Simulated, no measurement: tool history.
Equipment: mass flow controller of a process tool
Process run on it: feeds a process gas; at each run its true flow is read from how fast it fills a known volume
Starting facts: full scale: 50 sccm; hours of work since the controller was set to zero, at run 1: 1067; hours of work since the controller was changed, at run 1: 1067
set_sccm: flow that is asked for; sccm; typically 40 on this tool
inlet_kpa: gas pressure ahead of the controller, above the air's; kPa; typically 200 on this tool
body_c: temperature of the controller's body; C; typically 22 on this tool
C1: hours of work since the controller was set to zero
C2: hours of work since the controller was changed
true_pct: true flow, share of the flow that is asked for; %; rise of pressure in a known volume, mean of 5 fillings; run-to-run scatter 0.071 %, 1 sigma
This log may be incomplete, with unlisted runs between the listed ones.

run 1 hour=0 | set_sccm=40 inlet_kpa=200 body_c=22 | C1=1067 C2=1067 | true_pct=99.64
run 2 hour=425.4 | set_sccm=40 inlet_kpa=200 body_c=22 | C1=1246 C2=1246 | true_pct=99.63
run 3 hour=647.1 | set_sccm=40 inlet_kpa=200 body_c=22 | C1=1339 C2=1339 | true_pct=99.85
run 4 hour=926.3 | set_sccm=40 inlet_kpa=200 body_c=22 | C1=1457 C2=1457 | true_pct=99.77
run 5 hour=1392.5 | set_sccm=40 inlet_kpa=200 body_c=22 | C1=1653 C2=1653 | true_pct=99.82
run 6 hour=1607.9 | set_sccm=40 inlet_kpa=200 body_c=22 | C1=1743 C2=1743 | true_pct=99.88
run 7 hour=2095.7 | set_sccm=40 inlet_kpa=200 body_c=22 | C1=1948 C2=1948 | true_pct=99.95
run 8 hour=2574.8 | set_sccm=40 inlet_kpa=200 body_c=22 | C1=2150 C2=2150 | true_pct=99.96
run 9 hour=3014.6 | set_sccm=40 inlet_kpa=200 body_c=22 | C1=2334 C2=2334 | true_pct=100.11
run 10 hour=3232.5 | set_sccm=40 inlet_kpa=200 body_c=22 | C1=2426 C2=2426 | true_pct=100.21
run 11 hour=3752.1 | set_sccm=40 inlet_kpa=200 body_c=22 | C1=2644 C2=2644 | true_pct=100.32
run 12 hour=4259 | set_sccm=49 inlet_kpa=200 body_c=22 | C1=2858 C2=2858 | true_pct=100.51
run 13 hour=4650.1 | set_sccm=40 inlet_kpa=220 body_c=22 | C1=3022 C2=3022 | true_pct=100.45
run 14 hour=5171.6 | set_sccm=40 inlet_kpa=220 body_c=22 | C1=3241 C2=3241 | true_pct=100.56
run 15 hour=5405.1 | set_sccm=7 inlet_kpa=200 body_c=22 | C1=3339 C2=3339 | true_pct=99.74
run 16 hour=5688.8 | set_sccm=7 inlet_kpa=200 body_c=22 | C1=3459 C2=3459 | true_pct=99.72
run 17 hour=6063.7 | set_sccm=40 inlet_kpa=214 body_c=22 | C1=3616 C2=3616 | true_pct=100.74
run 18 hour=6431 | set_sccm=40 inlet_kpa=214 body_c=22 | C1=3771 C2=3771 | true_pct=100.85
run 19 hour=6679 | set_sccm=11 inlet_kpa=200 body_c=22 | C1=3875 C2=3875 | true_pct=99.95
run 20 hour=7035.7 | set_sccm=40 inlet_kpa=200 body_c=22 | C1=4025 C2=4025 | true_pct=100.83
run 21 hour=7401.2 | set_sccm=40 inlet_kpa=200 body_c=22 | C1=4179 C2=4179 | true_pct=100.89
run 22 hour=7666.7 | set_sccm=14 inlet_kpa=200 body_c=26 | C1=4290 C2=4290 | true_pct=100.6
run 23 hour=8101.1 | set_sccm=15 inlet_kpa=219 body_c=26 | C1=4473 C2=4473 | true_pct=100.75
run 24 hour=8502.3 | set_sccm=40 inlet_kpa=177 body_c=22 | C1=4641 C2=4641 | true_pct=101.08
run 25 hour=8851.4 | set_sccm=40 inlet_kpa=177 body_c=22 | C1=4788 C2=4788 | true_pct=101.18
run 26 hour=9255.4 | set_sccm=40 inlet_kpa=177 body_c=22 | C1=4958 C2=4958 | true_pct=101.35
run 27 hour=9566.7 | set_sccm=21 inlet_kpa=235 body_c=33 | C1=5089 C2=5089 | true_pct=101.9
-- hour=9760.7 controller's zero set anew
run 28 hour=9977.3 | set_sccm=21 inlet_kpa=235 body_c=33 | C1=91 C2=5261 | true_pct=101.76
run 29 hour=10261.9 | set_sccm=9 inlet_kpa=186 body_c=22 | C1=211 C2=5381 | true_pct=100.66
run 30 hour=10528.2 | set_sccm=11 inlet_kpa=276 body_c=28 | C1=323 C2=5493 | true_pct=101.59
run 31 hour=10865.1 | set_sccm=15 inlet_kpa=198 body_c=22 | C1=464 C2=5635 | true_pct=101.01
run 32 hour=11351.5 | set_sccm=23 inlet_kpa=147 body_c=25 | C1=669 C2=5839 | true_pct=101.2
run 33 hour=11670.9 | set_sccm=13 inlet_kpa=237 body_c=33 | C1=803 C2=5973 | true_pct=102.02
run 34 hour=12160.5 | set_sccm=40 inlet_kpa=186 body_c=22 | C1=1009 C2=6179 | true_pct=101.58
run 35 hour=12614.4 | set_sccm=39 inlet_kpa=280 body_c=27 | C1=1200 C2=6370 | true_pct=102.71
-- hour=12707.5 gauge calibrated
run 36 hour=13062.5 | set_sccm=39 inlet_kpa=280 body_c=34 | C1=1388 C2=6558 | true_pct=100.75
run 37 hour=13578.2 | set_sccm=15 inlet_kpa=199 body_c=20 | C1=1605 C2=6775 | true_pct=98.88
run 38 hour=13864.8 | set_sccm=25 inlet_kpa=193 body_c=39 | C1=1725 C2=6896 | true_pct=100.52
run 39 hour=14302.8 | set_sccm=25 inlet_kpa=193 body_c=33 | C1=1910 C2=7080 | true_pct=100.21
run 40 hour=14523 | set_sccm=22 inlet_kpa=253 body_c=22 | C1=2002 C2=7172 | true_pct=99.68
run 41 hour=14976.6 | set_sccm=22 inlet_kpa=194 body_c=22 | C1=2193 C2=7363 | true_pct=99.48
run 42 hour=15316.4 | set_sccm=8 inlet_kpa=193 body_c=22 | C1=2336 C2=7506 | true_pct=99.25

Forecast each of these 3 alternatives for the next run:
run A hour=15789.2 | set_sccm=41 inlet_kpa=200 body_c=22 | C1=2534 C2=7705 | true_pct=?
run B hour=15789.2 | set_sccm=26 inlet_kpa=200 body_c=35 | C1=2534 C2=7705 | true_pct=?
run C hour=15789.2 | set_sccm=13 inlet_kpa=157 body_c=35 | C1=2534 C2=7705 | true_pct=?

run=A true_pct=100.1
run=B true_pct=100.52
run=C true_pct=100.24
What these runs would have given with no unlogged condition in the tool:
run=A true_pct=99.51
run=B true_pct=99.93
run=C true_pct=99.65

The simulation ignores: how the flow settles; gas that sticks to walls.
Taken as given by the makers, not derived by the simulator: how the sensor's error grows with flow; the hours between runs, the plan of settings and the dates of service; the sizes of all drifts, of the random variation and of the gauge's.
